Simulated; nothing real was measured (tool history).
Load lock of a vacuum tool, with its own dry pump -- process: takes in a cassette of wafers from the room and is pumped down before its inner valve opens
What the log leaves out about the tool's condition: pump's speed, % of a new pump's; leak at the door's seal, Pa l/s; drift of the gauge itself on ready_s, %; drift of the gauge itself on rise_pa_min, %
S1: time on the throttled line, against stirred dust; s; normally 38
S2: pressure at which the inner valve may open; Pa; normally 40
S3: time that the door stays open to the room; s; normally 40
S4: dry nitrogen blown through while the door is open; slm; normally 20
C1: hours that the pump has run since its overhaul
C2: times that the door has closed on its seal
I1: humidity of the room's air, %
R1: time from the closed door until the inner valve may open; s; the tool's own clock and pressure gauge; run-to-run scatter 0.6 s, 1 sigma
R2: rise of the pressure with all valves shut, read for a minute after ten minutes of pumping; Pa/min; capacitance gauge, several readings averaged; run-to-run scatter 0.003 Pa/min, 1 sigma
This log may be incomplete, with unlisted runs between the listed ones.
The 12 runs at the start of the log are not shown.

{"run": 13, "hour": 1349.3, "S1": 38, "S2": 40, "S3": 153, "S4": 20, "C1": 7982, "C2": 28992, "I1": 47.3, "R1": 90.7, "R2": 0.141}
{"run": 14, "hour": 1486.8, "S1": 38, "S2": 40, "S3": 153, "S4": 20, "C1": 8119, "C2": 29595, "I1": 46.1, "R1": 90, "R2": 0.131}
{"run": 15, "hour": 1557.9, "S1": 38, "S2": 40, "S3": 153, "S4": 20, "C1": 8191, "C2": 29907, "I1": 47.4, "R1": 89.7, "R2": 0.136}
{"run": 16, "hour": 1630.9, "S1": 38, "S2": 40, "S3": 40, "S4": 14, "C1": 8264, "C2": 30227, "I1": 48.2, "R1": 90.3, "R2": 0.101}
{"run": 17, "hour": 1745.0, "S1": 38, "S2": 40, "S3": 40, "S4": 20, "C1": 8378, "C2": 30727, "I1": 41.3, "R1": 89.7, "R2": 0.093}
{"run": 18, "hour": 1908.1, "S1": 38, "S2": 40, "S3": 40, "S4": 20, "C1": 8541, "C2": 31442, "I1": 42.8, "R1": 88.6, "R2": 0.089}
{"run": 19, "hour": 2070.0, "S1": 38, "S2": 40, "S3": 40, "S4": 20, "C1": 8703, "C2": 32152, "I1": 47.1, "R1": 90.6, "R2": 0.1}
{"run": 20, "hour": 2190.5, "S1": 20, "S2": 51, "S3": 153, "S4": 20, "C1": 8823, "C2": 32681, "I1": 42.5, "R1": 75.7, "R2": 0.141}
{"run": 21, "hour": 2323.2, "S1": 20, "S2": 51, "S3": 153, "S4": 20, "C1": 8956, "C2": 33263, "I1": 47, "R1": 74.8, "R2": 0.146}
{"run": 22, "hour": 2393.8, "S1": 20, "S2": 51, "S3": 153, "S4": 7, "C1": 9026, "C2": 33573, "I1": 39.3, "R1": 75.7, "R2": 0.153}
{"run": 23, "hour": 2465.9, "S1": 49, "S2": 51, "S3": 153, "S4": 7, "C1": 9099, "C2": 33889, "I1": 48.1, "R1": 96.6, "R2": 0.178}
{"run": 24, "hour": 2605.2, "S1": 41, "S2": 40, "S3": 40, "S4": 20, "C1": 9238, "C2": 34500, "I1": 42.7, "R1": 94.3, "R2": 0.109}
{"run": 25, "hour": 2769.7, "S1": 22, "S2": 32, "S3": 149, "S4": 4, "C1": 9402, "C2": 35221, "I1": 41.6, "R1": 80.5, "R2": 0.17}
{"run": 26, "hour": 2843.7, "S1": 69, "S2": 32, "S3": 47, "S4": 4, "C1": 9476, "C2": 35546, "I1": 48.2, "R1": 116.8, "R2": 0.136}
{"run": 27, "hour": 2912.0, "S1": 69, "S2": 32, "S3": 47, "S4": 4, "C1": 9545, "C2": 35846, "I1": 45.9, "R1": 114, "R2": 0.132}
{"run": 28, "hour": 3054.8, "S1": 20, "S2": 29, "S3": 47, "S4": 4, "C1": 9687, "C2": 36472, "I1": 45.7, "R1": 80.7, "R2": 0.129}
{"run": 29, "hour": 3207.8, "S1": 20, "S2": 29, "S3": 47, "S4": 4, "C1": 9840, "C2": 37143, "I1": 46, "R1": 79.7, "R2": 0.132}
{"run": 30, "hour": 3346.8, "S1": 22, "S2": 46, "S3": 152, "S4": 16, "C1": 9980, "C2": 37753, "I1": 42.2, "R1": 78.6, "R2": 0.163}
{"run": 31, "hour": 3473.6, "S1": 27, "S2": 40, "S3": 40, "S4": 20, "C1": 10106, "C2": 38309, "I1": 42.2, "R1": 82.6, "R2": 0.118}
{"run": 32, "hour": 3631.0, "S1": 65, "S2": 73, "S3": 172, "S4": 45, "C1": 10264, "C2": 38999, "I1": 49.5, "R1": 105.8, "R2": 0.146}
{"run": 33, "hour": 3709.6, "S1": 65, "S2": 73, "S3": 172, "S4": 45, "C1": 10342, "C2": 39344, "I1": 43.9, "R1": 105.5, "R2": 0.145}
{"run": 34, "hour": 3822.5, "S1": 45, "S2": 73, "S3": 39, "S4": 45, "C1": 10455, "C2": 39839, "I1": 45.5, "R1": 92.3, "R2": 0.12}
{"run": 35, "hour": 3907.0, "S1": 37, "S2": 73, "S3": 67, "S4": 13, "C1": 10540, "C2": 40209, "I1": 44.7, "R1": 86.6, "R2": 0.15}
{"run": 36, "hour": 4025.8, "S1": 37, "S2": 73, "S3": 67, "S4": 13, "C1": 10658, "C2": 40731, "I1": 44.3, "R1": 85.6, "R2": 0.143}

Consider 3 possible next runs. They are alternatives, not a sequence: every one starts from the tool as it was left by run 36. What does each give?
{"run": "A", "hour": 4100.9, "S1": 63, "S2": 31, "S3": 121, "S4": 13, "C1": 10734, "C2": 41060, "I1": 47.6, "R1": "?", "R2": "?"}
{"run": "B", "hour": 4100.9, "S1": 50, "S2": 40, "S3": 40, "S4": 7, "C1": 10734, "C2": 41060, "I1": 48.3, "R1": "?", "R2": "?"}
{"run": "C", "hour": 4100.9, "S1": 37, "S2": 38, "S3": 49, "S4": 10, "C1": 10734, "C2": 41060, "I1": 42.6, "R1": "?", "R2": "?"}

run=A R1=112.2 R2=0.183
run=B R1=100.4 R2=0.135
run=C R1=91.9 R2=0.142
Had the tool no hidden state, the same runs would have come out as:
run=A R1=107.1 R2=0.094
run=B R1=95.4 R2=0.047
run=C R1=86.5 R2=0.052

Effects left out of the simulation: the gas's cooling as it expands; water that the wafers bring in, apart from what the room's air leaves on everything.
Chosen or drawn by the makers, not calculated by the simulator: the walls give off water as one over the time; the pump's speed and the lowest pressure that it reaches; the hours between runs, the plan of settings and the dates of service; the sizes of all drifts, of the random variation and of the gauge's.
